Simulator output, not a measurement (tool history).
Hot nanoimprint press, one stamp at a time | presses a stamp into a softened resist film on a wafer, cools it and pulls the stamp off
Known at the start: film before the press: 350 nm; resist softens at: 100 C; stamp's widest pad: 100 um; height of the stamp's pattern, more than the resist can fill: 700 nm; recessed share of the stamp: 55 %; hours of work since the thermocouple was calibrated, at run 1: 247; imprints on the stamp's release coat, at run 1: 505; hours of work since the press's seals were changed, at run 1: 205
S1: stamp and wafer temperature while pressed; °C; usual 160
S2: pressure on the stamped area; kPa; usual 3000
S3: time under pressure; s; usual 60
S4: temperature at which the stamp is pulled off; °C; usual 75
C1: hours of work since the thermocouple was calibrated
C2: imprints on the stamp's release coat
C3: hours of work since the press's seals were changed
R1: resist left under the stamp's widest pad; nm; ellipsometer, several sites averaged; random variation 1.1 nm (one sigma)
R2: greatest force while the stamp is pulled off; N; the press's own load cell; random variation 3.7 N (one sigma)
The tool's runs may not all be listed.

{"run": 1, "hour": 0.0, "S1": 160, "S2": 3000, "S3": 60, "S4": 75, "C1": 247, "C2": 505, "C3": 205, "R1": 186.6, "R2": 233}
{"run": 2, "hour": 11.2, "S1": 160, "S2": 3000, "S3": 60, "S4": 75, "C1": 256, "C2": 540, "C3": 214, "R1": 188.8, "R2": 230}
{"run": 3, "hour": 24.9, "S1": 160, "S2": 3000, "S3": 60, "S4": 75, "C1": 266, "C2": 583, "C3": 224, "R1": 190.9, "R2": 225}
{"run": 4, "hour": 32.0, "S1": 160, "S2": 3000, "S3": 60, "S4": 75, "C1": 272, "C2": 605, "C3": 230, "R1": 192.1, "R2": 238}
{"run": 5, "hour": 41.7, "S1": 160, "S2": 3000, "S3": 120, "S4": 75, "C1": 279, "C2": 636, "C3": 237, "R1": 147.9, "R2": 235}
{"run": 6, "hour": 53.5, "S1": 160, "S2": 4180, "S3": 120, "S4": 75, "C1": 288, "C2": 673, "C3": 246, "R1": 127.9, "R2": 246}
{"run": 7, "hour": 62.5, "S1": 160, "S2": 2660, "S3": 115, "S4": 69, "C1": 295, "C2": 702, "C3": 253, "R1": 158.4, "R2": 291}
{"run": 8, "hour": 76.6, "S1": 160, "S2": 2660, "S3": 100, "S4": 69, "C1": 306, "C2": 746, "C3": 264, "R1": 167.8, "R2": 296}
{"run": 9, "hour": 83.6, "S1": 160, "S2": 3770, "S3": 47, "S4": 71, "C1": 312, "C2": 768, "C3": 270, "R1": 192.7, "R2": 270}
{"run": 10, "hour": 96.2, "S1": 160, "S2": 3770, "S3": 47, "S4": 71, "C1": 321, "C2": 808, "C3": 279, "R1": 192.7, "R2": 274}
{"run": 11, "hour": 107.5, "S1": 159, "S2": 3000, "S3": 63, "S4": 61, "C1": 330, "C2": 843, "C3": 288, "R1": 201.9, "R2": 353}
{"run": 12, "hour": 113.6, "S1": 149, "S2": 3000, "S3": 40, "S4": 61, "C1": 335, "C2": 862, "C3": 293, "R1": 312.4, "R2": 341}

5 ways to go on from here, each from the tool as it stands after run 12. What would each give?
{"run": "A", "hour": 120.6, "S1": 169, "S2": 3000, "S3": 46, "S4": 75, "C1": 340, "C2": 885, "C3": 298, "R1": "?", "R2": "?"}
{"run": "B", "hour": 120.6, "S1": 163, "S2": 3000, "S3": 60, "S4": 75, "C1": 340, "C2": 885, "C3": 298, "R1": "?", "R2": "?"}
{"run": "C", "hour": 120.6, "S1": 149, "S2": 4600, "S3": 67, "S4": 82, "C1": 340, "C2": 885, "C3": 298, "R1": "?", "R2": "?"}
{"run": "D", "hour": 120.6, "S1": 167, "S2": 3000, "S3": 60, "S4": 75, "C1": 340, "C2": 885, "C3": 298, "R1": "?", "R2": "?"}
{"run": "E", "hour": 120.6, "S1": 155, "S2": 3000, "S3": 60, "S4": 66, "C1": 340, "C2": 885, "C3": 298, "R1": "?", "R2": "?"}

run=A R1=134.9 R2=266
run=B R1=167.0 R2=258
run=C R1=267.2 R2=208
run=D R1=135.6 R2=260
run=E R1=246.6 R2=315
Without the tool's hidden state the same runs would have given:
run=A R1=124.6 R2=197
run=B R1=154.2 R2=191
run=C R1=252.3 R2=153
run=D R1=125.0 R2=193
run=E R1=231.8 R2=236
